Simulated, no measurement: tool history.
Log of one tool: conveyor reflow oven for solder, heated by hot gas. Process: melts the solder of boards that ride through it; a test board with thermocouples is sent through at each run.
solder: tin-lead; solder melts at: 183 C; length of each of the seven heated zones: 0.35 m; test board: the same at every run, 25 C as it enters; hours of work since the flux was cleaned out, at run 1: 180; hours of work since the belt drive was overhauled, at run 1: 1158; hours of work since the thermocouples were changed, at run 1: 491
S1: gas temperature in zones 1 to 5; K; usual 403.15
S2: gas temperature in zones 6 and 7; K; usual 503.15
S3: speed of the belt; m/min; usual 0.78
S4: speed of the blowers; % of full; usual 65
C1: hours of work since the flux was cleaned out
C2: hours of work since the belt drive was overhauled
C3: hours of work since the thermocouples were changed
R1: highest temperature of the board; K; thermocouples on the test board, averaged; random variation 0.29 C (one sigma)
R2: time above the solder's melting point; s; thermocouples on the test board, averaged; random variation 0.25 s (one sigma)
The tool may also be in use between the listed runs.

run 1 day=0 | S1=403.15 S2=503.15 S3=0.78 S4=65 | C1=180 C2=1158 C3=491 | R1=478.65 R2=29.4
run 2 day=1.633 | S1=403.15 S2=503.15 S3=0.78 S4=65 | C1=207 C2=1184 C3=517 | R1=478.15 R2=29.4
run 3 day=3.592 | S1=403.15 S2=503.15 S3=0.78 S4=65 | C1=238 C2=1216 C3=549 | R1=478.55 R2=29.4
run 4 day=5.321 | S1=403.15 S2=503.15 S3=0.78 S4=65 | C1=266 C2=1243 C3=576 | R1=478.75 R2=29.3
run 5 day=6.354 | S1=403.15 S2=517.15 S3=0.78 S4=65 | C1=283 C2=1260 C3=593 | R1=489.75 R2=37.4
run 6 day=8.079 | S1=416.15 S2=503.15 S3=0.78 S4=65 | C1=310 C2=1288 C3=621 | R1=481.75 R2=34.6
run 7 day=9.354 | S1=416.15 S2=503.15 S3=0.78 S4=65 | C1=331 C2=1308 C3=641 | R1=482.15 R2=35.1
run 8 day=11.45 | S1=416.15 S2=503.15 S3=0.78 S4=65 | C1=365 C2=1342 C3=675 | R1=481.85 R2=35
-- day=12.258 thermocouples of zones 6 and 7 changed
run 9 day=12.696 | S1=391.15 S2=503.15 S3=0.78 S4=65 | C1=383 C2=1361 C3=7 | R1=476.45 R2=24.9
run 10 day=14.562 | S1=403.15 S2=503.15 S3=0.78 S4=65 | C1=413 C2=1391 C3=37 | R1=478.65 R2=29.6
run 11 day=15.425 | S1=403.15 S2=503.15 S3=0.78 S4=65 | C1=427 C2=1405 C3=51 | R1=478.95 R2=29.7
run 12 day=16.792 | S1=403.15 S2=503.15 S3=0.781 S4=65 | C1=449 C2=1427 C3=73 | R1=478.45 R2=29.4
-- day=17.288 belt drive overhauled, speed set with a stopwatch
-- day=17.938 flux residue cleaned out of gas plates and filters
run 13 day=18.646 | S1=403.15 S2=503.15 S3=0.781 S4=61 | C1=11 C2=18 C3=97 | R1=477.35 R2=27.9
run 14 day=19.492 | S1=403.15 S2=503.15 S3=0.781 S4=61 | C1=25 C2=32 C3=110 | R1=477.05 R2=27.7
run 15 day=21.479 | S1=403.15 S2=503.15 S3=0.781 S4=61 | C1=57 C2=64 C3=142 | R1=476.85 R2=27.5
run 16 day=22.488 | S1=403.15 S2=498.15 S3=0.781 S4=66 | C1=73 C2=80 C3=159 | R1=475.15 R2=26
run 17 day=24.188 | S1=403.15 S2=498.15 S3=0.781 S4=66 | C1=101 C2=108 C3=186 | R1=474.95 R2=26.4
run 18 day=25.658 | S1=406.15 S2=511.15 S3=0.78 S4=85 | C1=124 C2=131 C3=210 | R1=491.85 R2=39.9
run 19 day=27.479 | S1=406.15 S2=511.15 S3=0.78 S4=85 | C1=154 C2=161 C3=239 | R1=491.95 R2=39.8
run 20 day=29.254 | S1=406.15 S2=507.15 S3=0.711 S4=85 | C1=182 C2=189 C3=267 | R1=491.25 R2=43.7
run 21 day=30.562 | S1=413.15 S2=503.15 S3=0.673 S4=70 | C1=203 C2=210 C3=289 | R1=487.65 R2=45.5
run 22 day=31.567 | S1=416.15 S2=503.15 S3=0.673 S4=70 | C1=219 C2=226 C3=305 | R1=487.75 R2=46.7
run 23 day=32.788 | S1=392.15 S2=516.15 S3=0.642 S4=60 | C1=239 C2=246 C3=324 | R1=492.65 R2=45.2
run 24 day=34.154 | S1=395.15 S2=503.15 S3=0.796 S4=65 | C1=261 C2=268 C3=346 | R1=475.85 R2=24.8
run 25 day=35.158 | S1=395.15 S2=503.15 S3=0.796 S4=65 | C1=277 C2=284 C3=363 | R1=475.95 R2=24.8
run 26 day=36.488 | S1=402.15 S2=500.15 S3=0.78 S4=65 | C1=299 C2=306 C3=384 | R1=475.65 R2=27
run 27 day=37.396 | S1=406.15 S2=503.15 S3=0.765 S4=65 | C1=313 C2=320 C3=399 | R1=479.75 R2=32.4
run 28 day=38.525 | S1=403.15 S2=511.15 S3=0.858 S4=65 | C1=331 C2=338 C3=417 | R1=481.35 R2=27.5
run 29 day=39.438 | S1=403.15 S2=511.15 S3=0.858 S4=65 | C1=346 C2=353 C3=431 | R1=480.15 R2=27.8
run 30 day=40.958 | S1=413.15 S2=503.15 S3=0.708 S4=54 | C1=371 C2=378 C3=456 | R1=480.35 R2=37.1

4 ways to go on from here, each from the tool as it stands after run 30. What would each give?
run A day=41.958 | S1=413.15 S2=503.15 S3=0.672 S4=54 | C1=387 C2=394 C3=472 | R1=? R2=?
run B day=41.958 | S1=416.15 S2=503.15 S3=0.651 S4=54 | C1=387 C2=394 C3=472 | R1=? R2=?
run C day=41.958 | S1=403.15 S2=508.15 S3=0.78 S4=65 | C1=387 C2=394 C3=472 | R1=? R2=?
run D day=41.958 | S1=395.15 S2=514.15 S3=0.708 S4=54 | C1=387 C2=394 C3=472 | R1=? R2=?

run=A R1=481.75 R2=40.4
run=B R1=484.05 R2=44.8
run=C R1=482.25 R2=32.1
run=D R1=485.05 R2=35.7
Without the tool's hidden state the same runs would have given:
run=A R1=481.85 R2=40.5
run=B R1=484.25 R2=44.9
run=C R1=482.45 R2=32.2
run=D R1=485.15 R2=35.8

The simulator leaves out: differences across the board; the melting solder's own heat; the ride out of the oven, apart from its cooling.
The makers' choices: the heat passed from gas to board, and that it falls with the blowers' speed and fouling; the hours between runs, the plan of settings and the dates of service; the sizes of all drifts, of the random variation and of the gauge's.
